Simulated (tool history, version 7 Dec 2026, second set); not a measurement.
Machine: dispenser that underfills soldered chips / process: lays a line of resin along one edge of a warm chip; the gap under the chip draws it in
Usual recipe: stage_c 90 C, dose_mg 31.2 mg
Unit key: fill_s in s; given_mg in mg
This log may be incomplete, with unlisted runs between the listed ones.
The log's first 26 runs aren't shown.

run 27 hour=98.2 | stage_c=90 dose_mg=32.7 | fill_s=360.8 given_mg=32.17
run 28 hour=100.5 | stage_c=83 dose_mg=32.2 | fill_s=536.6 given_mg=31.77
-- hour=103 new syringe of resin
run 29 hour=104.1 | stage_c=78 dose_mg=32.8 | fill_s=529.2 given_mg=32.17
run 30 hour=107.7 | stage_c=78 dose_mg=32.8 | fill_s=594.9 given_mg=32.27
run 31 hour=110.8 | stage_c=76 dose_mg=28.9 | fill_s=748.4 given_mg=28.2
-- hour=114.8 new syringe of resin
run 32 hour=116 | stage_c=76 dose_mg=35.2 | fill_s=585.9 given_mg=34.62
run 33 hour=119.6 | stage_c=76 dose_mg=35.2 | fill_s=654.2 given_mg=34.59
run 34 hour=124.5 | stage_c=96 dose_mg=31.2 | fill_s=305.6 given_mg=30.6
-- hour=126.8 new syringe of resin
run 35 hour=129 | stage_c=80 dose_mg=40.4 | fill_s=486.1 given_mg=39.84

Predict each of these 3 candidate next runs independently; none follows another, all start after run 35:
run A hour=131.8 | stage_c=90 dose_mg=31.2 | fill_s=? given_mg=?
run B hour=131.8 | stage_c=102 dose_mg=37.5 | fill_s=? given_mg=?
run C hour=131.8 | stage_c=96 dose_mg=35.6 | fill_s=? given_mg=?

run=A fill_s=346.9 given_mg=30.59
run=B fill_s=199.1 given_mg=36.69
run=C fill_s=261.2 given_mg=34.75
The same runs, with their run-to-run variation unchanged, on a tool lacking any hidden condition would have given:
run=A fill_s=283.2 given_mg=31.25
run=B fill_s=163 given_mg=37.49
run=C fill_s=213.6 given_mg=35.51

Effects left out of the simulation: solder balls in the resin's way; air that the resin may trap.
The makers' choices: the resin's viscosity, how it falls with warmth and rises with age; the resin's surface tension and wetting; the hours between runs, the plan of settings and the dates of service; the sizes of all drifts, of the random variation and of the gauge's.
